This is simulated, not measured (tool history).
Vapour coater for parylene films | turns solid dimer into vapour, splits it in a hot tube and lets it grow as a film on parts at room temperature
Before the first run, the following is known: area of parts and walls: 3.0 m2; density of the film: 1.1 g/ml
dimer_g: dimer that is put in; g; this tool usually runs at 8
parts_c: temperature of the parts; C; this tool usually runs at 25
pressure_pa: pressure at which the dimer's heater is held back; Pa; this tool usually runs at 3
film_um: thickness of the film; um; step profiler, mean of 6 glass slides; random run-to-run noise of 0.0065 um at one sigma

{"run": 1, "day": 0.0, "dimer_g": 8, "parts_c": 25, "pressure_pa": 3, "film_um": 1.268}
{"run": 2, "day": 1.054, "dimer_g": 8, "parts_c": 25, "pressure_pa": 3, "film_um": 1.257}
{"run": 3, "day": 1.888, "dimer_g": 8, "parts_c": 25, "pressure_pa": 3, "film_um": 1.256}
{"run": 4, "day": 2.892, "dimer_g": 8, "parts_c": 25, "pressure_pa": 3, "film_um": 1.263}
{"run": 5, "day": 4.317, "dimer_g": 11, "parts_c": 25, "pressure_pa": 3, "film_um": 1.722}
{"run": 6, "day": 4.917, "dimer_g": 11, "parts_c": 25, "pressure_pa": 3, "film_um": 1.71}
{"run": 7, "day": 5.788, "dimer_g": 11, "parts_c": 25, "pressure_pa": 3, "film_um": 1.709}
{"run": 8, "day": 6.392, "dimer_g": 11, "parts_c": 25, "pressure_pa": 3, "film_um": 1.694}
{"run": 9, "day": 7.217, "dimer_g": 8, "parts_c": 25, "pressure_pa": 2.9, "film_um": 1.254}
{"day": 7.517, "done": "trap's valve overhauled"}
{"run": 10, "day": 8.758, "dimer_g": 8, "parts_c": 25, "pressure_pa": 2.9, "film_um": 1.203}
{"run": 11, "day": 9.638, "dimer_g": 8, "parts_c": 25, "pressure_pa": 2.9, "film_um": 1.196}
{"run": 12, "day": 10.338, "dimer_g": 8, "parts_c": 25, "pressure_pa": 2.9, "film_um": 1.204}
{"run": 13, "day": 11.733, "dimer_g": 5, "parts_c": 34, "pressure_pa": 3.53, "film_um": 0.468}
{"run": 14, "day": 12.496, "dimer_g": 5, "parts_c": 34, "pressure_pa": 3.53, "film_um": 0.471}
{"run": 15, "day": 13.938, "dimer_g": 12, "parts_c": 34, "pressure_pa": 4.73, "film_um": 1.051}
{"day": 14.771, "done": "trap's valve overhauled, once more"}
{"run": 16, "day": 15.062, "dimer_g": 4, "parts_c": 25, "pressure_pa": 6.87, "film_um": 0.586}
{"run": 17, "day": 16.442, "dimer_g": 5, "parts_c": 35, "pressure_pa": 10.32, "film_um": 0.425}
{"run": 18, "day": 17.617, "dimer_g": 5, "parts_c": 25, "pressure_pa": 3, "film_um": 0.821}

Had the tool no unlogged condition, and each run kept its random variation, what would the results have been?
Hidden conditions of the tool in this case: vapour lost through the trap's worn valve, %; true temperature of the parts over the reading, C; drift of the gauge itself on film_um, %.
run=1 film_um=1.292
run=2 film_um=1.285
run=3 film_um=1.287
run=4 film_um=1.299
run=5 film_um=1.777
run=6 film_um=1.769
run=7 film_um=1.772
run=8 film_um=1.761
run=9 film_um=1.307
run=10 film_um=1.304
run=11 film_um=1.301
run=12 film_um=1.311
run=13 film_um=0.511
run=14 film_um=0.516
run=15 film_um=1.158
run=16 film_um=0.577
run=17 film_um=0.42
run=18 film_um=0.815
